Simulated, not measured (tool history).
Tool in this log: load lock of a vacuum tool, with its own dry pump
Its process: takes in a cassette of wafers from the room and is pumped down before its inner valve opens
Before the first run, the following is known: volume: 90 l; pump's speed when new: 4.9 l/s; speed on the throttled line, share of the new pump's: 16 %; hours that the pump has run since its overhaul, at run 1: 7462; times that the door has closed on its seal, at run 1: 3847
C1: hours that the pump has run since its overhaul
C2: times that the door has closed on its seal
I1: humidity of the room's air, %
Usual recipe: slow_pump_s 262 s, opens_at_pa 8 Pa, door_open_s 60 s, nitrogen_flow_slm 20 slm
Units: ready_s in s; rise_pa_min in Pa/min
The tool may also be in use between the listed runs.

Run 1, hour 0: usual settings; C1 7462; C2 3847; I1 46.1. Result: ready_s 397.9 s, rise_pa_min 0.027 Pa/min.
Run 2, hour 341.3: usual settings but opens_at_pa 7 Pa; C1 7803; C2 4296; I1 48.5. Result: ready_s 395.3 s, rise_pa_min 0.024 Pa/min.
Run 3, hour 774: usual settings; C1 8236; C2 4864; I1 45.6. Result: ready_s 393.2 s, rise_pa_min 0.024 Pa/min.
Run 4, hour 1211.3: usual settings; C1 8673; C2 5439; I1 44.8. Result: ready_s 389.6 s, rise_pa_min 0.02 Pa/min.
Run 5, hour 1532.2: usual settings; C1 8994; C2 5861; I1 42.9. Result: ready_s 393.1 s, rise_pa_min 0.017 Pa/min.
Run 6, hour 2079.4: usual settings; C1 9541; C2 6580; I1 42.8. Result: ready_s 395.2 s, rise_pa_min 0.022 Pa/min.
Run 7, hour 2475.8: usual settings; C1 9938; C2 7101; I1 44.5. Result: ready_s 391.7 s, rise_pa_min 0.024 Pa/min.
Run 8, hour 3026.6: usual settings but slow_pump_s 166 s; C1 10488; C2 7824; I1 47.5. Result: ready_s 313.4 s, rise_pa_min 0.022 Pa/min.
Run 9, hour 3546.5: usual settings but slow_pump_s 166 s; C1 11008; C2 8508; I1 45.2. Result: ready_s 316.4 s, rise_pa_min 0.022 Pa/min.
Run 10, hour 4036.6: usual settings but nitrogen_flow_slm 4 slm; C1 11498; C2 9152; I1 44.5. Result: ready_s 392.6 s, rise_pa_min 0.028 Pa/min.
Run 11, hour 4640.9: usual settings but nitrogen_flow_slm 4 slm; C1 12103; C2 9946; I1 45. Result: ready_s 394.5 s, rise_pa_min 0.033 Pa/min.
Run 12, hour 4978.1: usual settings but slow_pump_s 192 s; C1 12440; C2 10389; I1 46.3. Result: ready_s 337 s, rise_pa_min 0.019 Pa/min.
At hour 5131.6: dry pump taken out, an overhauled one fitted.
Run 13, hour 5459.9: usual settings but slow_pump_s 192 s; C1 328; C2 11014; I1 44.9. Result: ready_s 337.5 s, rise_pa_min 0.029 Pa/min.
Run 14, hour 5926.8: usual settings but slow_pump_s 346 s, opens_at_pa 7 Pa; C1 795; C2 11628; I1 44. Result: ready_s 466.5 s, rise_pa_min 0.025 Pa/min.
Run 15, hour 6317.5: usual settings but slow_pump_s 346 s, opens_at_pa 7 Pa; C1 1186; C2 12141; I1 45.1. Result: ready_s 467.6 s, rise_pa_min 0.019 Pa/min.
Run 16, hour 6680.5: usual settings but slow_pump_s 511 s, opens_at_pa 11 Pa, door_open_s 31 s, nitrogen_flow_slm 6 slm; C1 1549; C2 12618; I1 45.6. Result: ready_s 601.3 s, rise_pa_min 0.025 Pa/min.
Run 17, hour 7068.4: usual settings but slow_pump_s 359 s, opens_at_pa 11 Pa, door_open_s 27 s, nitrogen_flow_slm 45 slm; C1 1937; C2 13128; I1 47.7. Result: ready_s 466 s, rise_pa_min 0.004 Pa/min.
Run 18, hour 7379.5: usual settings but slow_pump_s 359 s, opens_at_pa 11 Pa, door_open_s 27 s, nitrogen_flow_slm 45 slm; C1 2248; C2 13537; I1 47.1. Result: ready_s 466.5 s, rise_pa_min 0.009 Pa/min.
Run 19, hour 7704.4: usual settings but slow_pump_s 453 s, opens_at_pa 7 Pa, door_open_s 213 s; C1 2573; C2 13964; I1 44.7. Result: ready_s 558 s, rise_pa_min 0.034 Pa/min.

What if the next run were any one of these 3? Each begins from the tool's condition after run 19:
Run A, hour 7993.6: usual settings but slow_pump_s 261 s, door_open_s 105 s, nitrogen_flow_slm 9 slm; C1 2862; C2 14344; I1 51.3. Result: ready_s ?, rise_pa_min ?.
Run B, hour 7993.6: usual settings but slow_pump_s 233 s, opens_at_pa 14 Pa, door_open_s 42 s; C1 2862; C2 14344; I1 46.1. Result: ready_s ?, rise_pa_min ?.
Run C, hour 7993.6: usual settings but slow_pump_s 281 s, door_open_s 26 s, nitrogen_flow_slm 7 slm; C1 2862; C2 14344; I1 45.9. Result: ready_s ?, rise_pa_min ?.

run  ready_s  rise_pa_min
  A    396.6        0.044
  B    356.5        0.016
  C      409        0.022
The same runs, with their run-to-run variation unchanged, on a tool lacking any hidden condition would have given:
run  ready_s  rise_pa_min
  A    396.6        0.044
  B    356.5        0.016
  C      409        0.022
